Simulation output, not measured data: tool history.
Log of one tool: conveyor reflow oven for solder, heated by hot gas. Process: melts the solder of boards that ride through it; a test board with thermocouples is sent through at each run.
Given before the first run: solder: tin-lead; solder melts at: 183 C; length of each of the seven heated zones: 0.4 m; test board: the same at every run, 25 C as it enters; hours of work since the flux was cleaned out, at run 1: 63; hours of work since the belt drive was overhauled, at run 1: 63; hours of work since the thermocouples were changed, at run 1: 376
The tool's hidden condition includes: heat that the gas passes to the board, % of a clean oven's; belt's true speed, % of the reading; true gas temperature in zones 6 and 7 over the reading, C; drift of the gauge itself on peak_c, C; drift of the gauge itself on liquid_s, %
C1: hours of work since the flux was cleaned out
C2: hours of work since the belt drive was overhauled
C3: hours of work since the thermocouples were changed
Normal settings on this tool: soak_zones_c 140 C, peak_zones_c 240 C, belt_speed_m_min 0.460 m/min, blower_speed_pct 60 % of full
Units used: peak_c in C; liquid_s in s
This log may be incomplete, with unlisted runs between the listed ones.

{"run": 1, "hour": 0.0, "soak_zones_c": 140, "peak_zones_c": 240, "belt_speed_m_min": 0.46, "blower_speed_pct": 60, "C1": 63, "C2": 63, "C3": 376, "peak_c": 223.4, "liquid_s": 85.7}
{"run": 2, "hour": 12.9, "soak_zones_c": 140, "peak_zones_c": 240, "belt_speed_m_min": 0.46, "blower_speed_pct": 60, "C1": 70, "C2": 70, "C3": 384, "peak_c": 223.1, "liquid_s": 85.2}
{"run": 3, "hour": 22.0, "soak_zones_c": 154, "peak_zones_c": 240, "belt_speed_m_min": 0.46, "blower_speed_pct": 60, "C1": 76, "C2": 76, "C3": 389, "peak_c": 225.7, "liquid_s": 95.1}
{"run": 4, "hour": 33.2, "soak_zones_c": 140, "peak_zones_c": 240, "belt_speed_m_min": 0.46, "blower_speed_pct": 56, "C1": 82, "C2": 82, "C3": 396, "peak_c": 222.0, "liquid_s": 84.4}
{"run": 5, "hour": 39.5, "soak_zones_c": 140, "peak_zones_c": 240, "belt_speed_m_min": 0.46, "blower_speed_pct": 56, "C1": 86, "C2": 86, "C3": 400, "peak_c": 221.9, "liquid_s": 83.7}
{"run": 6, "hour": 48.1, "soak_zones_c": 140, "peak_zones_c": 240, "belt_speed_m_min": 0.46, "blower_speed_pct": 56, "C1": 91, "C2": 91, "C3": 405, "peak_c": 222.1, "liquid_s": 84.1}
{"run": 7, "hour": 60.3, "soak_zones_c": 140, "peak_zones_c": 240, "belt_speed_m_min": 0.46, "blower_speed_pct": 56, "C1": 98, "C2": 98, "C3": 412, "peak_c": 222.1, "liquid_s": 84.0}
{"run": 8, "hour": 67.7, "soak_zones_c": 140, "peak_zones_c": 240, "belt_speed_m_min": 0.46, "blower_speed_pct": 56, "C1": 103, "C2": 103, "C3": 416, "peak_c": 221.8, "liquid_s": 83.9}
{"run": 9, "hour": 77.1, "soak_zones_c": 140, "peak_zones_c": 240, "belt_speed_m_min": 0.46, "blower_speed_pct": 56, "C1": 108, "C2": 108, "C3": 422, "peak_c": 222.0, "liquid_s": 83.6}
{"run": 10, "hour": 84.6, "soak_zones_c": 140, "peak_zones_c": 240, "belt_speed_m_min": 0.46, "blower_speed_pct": 50, "C1": 113, "C2": 113, "C3": 427, "peak_c": 220.0, "liquid_s": 81.5}
{"run": 11, "hour": 97.6, "soak_zones_c": 140, "peak_zones_c": 240, "belt_speed_m_min": 0.46, "blower_speed_pct": 50, "C1": 121, "C2": 121, "C3": 434, "peak_c": 220.2, "liquid_s": 81.2}
{"run": 12, "hour": 106.0, "soak_zones_c": 140, "peak_zones_c": 240, "belt_speed_m_min": 0.46, "blower_speed_pct": 50, "C1": 126, "C2": 126, "C3": 439, "peak_c": 220.1, "liquid_s": 81.4}
{"run": 13, "hour": 115.4, "soak_zones_c": 140, "peak_zones_c": 240, "belt_speed_m_min": 0.416, "blower_speed_pct": 82, "C1": 131, "C2": 131, "C3": 445, "peak_c": 230.8, "liquid_s": 101.4}
{"run": 14, "hour": 121.5, "soak_zones_c": 136, "peak_zones_c": 240, "belt_speed_m_min": 0.46, "blower_speed_pct": 80, "C1": 135, "C2": 135, "C3": 448, "peak_c": 227.0, "liquid_s": 87.6}
{"run": 15, "hour": 135.1, "soak_zones_c": 136, "peak_zones_c": 240, "belt_speed_m_min": 0.46, "blower_speed_pct": 80, "C1": 143, "C2": 143, "C3": 457, "peak_c": 227.3, "liquid_s": 86.8}
{"run": 16, "hour": 149.3, "soak_zones_c": 136, "peak_zones_c": 240, "belt_speed_m_min": 0.46, "blower_speed_pct": 80, "C1": 151, "C2": 151, "C3": 465, "peak_c": 226.7, "liquid_s": 87.5}
{"run": 17, "hour": 156.4, "soak_zones_c": 136, "peak_zones_c": 240, "belt_speed_m_min": 0.46, "blower_speed_pct": 80, "C1": 156, "C2": 156, "C3": 469, "peak_c": 227.0, "liquid_s": 87.7}
{"run": 18, "hour": 164.5, "soak_zones_c": 133, "peak_zones_c": 232, "belt_speed_m_min": 0.442, "blower_speed_pct": 57, "C1": 160, "C2": 160, "C3": 474, "peak_c": 215.2, "liquid_s": 76.3}
{"run": 19, "hour": 177.5, "soak_zones_c": 133, "peak_zones_c": 232, "belt_speed_m_min": 0.392, "blower_speed_pct": 69, "C1": 168, "C2": 168, "C3": 482, "peak_c": 221.5, "liquid_s": 96.6}
{"run": 20, "hour": 188.3, "soak_zones_c": 133, "peak_zones_c": 232, "belt_speed_m_min": 0.392, "blower_speed_pct": 69, "C1": 174, "C2": 174, "C3": 488, "peak_c": 221.3, "liquid_s": 96.2}
{"run": 21, "hour": 199.4, "soak_zones_c": 140, "peak_zones_c": 252, "belt_speed_m_min": 0.46, "blower_speed_pct": 56, "C1": 181, "C2": 181, "C3": 495, "peak_c": 232.0, "liquid_s": 92.7}
{"run": 22, "hour": 206.3, "soak_zones_c": 140, "peak_zones_c": 252, "belt_speed_m_min": 0.46, "blower_speed_pct": 56, "C1": 185, "C2": 185, "C3": 499, "peak_c": 231.7, "liquid_s": 93.2}

Consider 5 possible next runs. They are alternatives, not a sequence: every one starts from the tool as it was left by run 22. What does each give?
{"run": "A", "hour": 218.2, "soak_zones_c": 130, "peak_zones_c": 240, "belt_speed_m_min": 0.46, "blower_speed_pct": 60, "C1": 192, "C2": 192, "C3": 506, "peak_c": "?", "liquid_s": "?"}
{"run": "B", "hour": 218.2, "soak_zones_c": 142, "peak_zones_c": 239, "belt_speed_m_min": 0.46, "blower_speed_pct": 66, "C1": 192, "C2": 192, "C3": 506, "peak_c": "?", "liquid_s": "?"}
{"run": "C", "hour": 218.2, "soak_zones_c": 153, "peak_zones_c": 252, "belt_speed_m_min": 0.46, "blower_speed_pct": 56, "C1": 192, "C2": 192, "C3": 506, "peak_c": "?", "liquid_s": "?"}
{"run": "D", "hour": 218.2, "soak_zones_c": 155, "peak_zones_c": 240, "belt_speed_m_min": 0.46, "blower_speed_pct": 60, "C1": 192, "C2": 192, "C3": 506, "peak_c": "?", "liquid_s": "?"}
{"run": "E", "hour": 218.2, "soak_zones_c": 134, "peak_zones_c": 240, "belt_speed_m_min": 0.46, "blower_speed_pct": 60, "C1": 192, "C2": 192, "C3": 506, "peak_c": "?", "liquid_s": "?"}

run=A peak_c=220.9 liquid_s=78.5
run=B peak_c=223.7 liquid_s=87.1
run=C peak_c=234.7 liquid_s=101.9
run=D peak_c=225.5 liquid_s=95.3
run=E peak_c=221.5 liquid_s=80.8
What these runs would have given with no unlogged condition in the tool:
run=A peak_c=221.9 liquid_s=79.5
run=B peak_c=224.7 liquid_s=87.8
run=C peak_c=235.5 liquid_s=101.9
run=D peak_c=226.2 liquid_s=95.6
run=E peak_c=222.5 liquid_s=81.7

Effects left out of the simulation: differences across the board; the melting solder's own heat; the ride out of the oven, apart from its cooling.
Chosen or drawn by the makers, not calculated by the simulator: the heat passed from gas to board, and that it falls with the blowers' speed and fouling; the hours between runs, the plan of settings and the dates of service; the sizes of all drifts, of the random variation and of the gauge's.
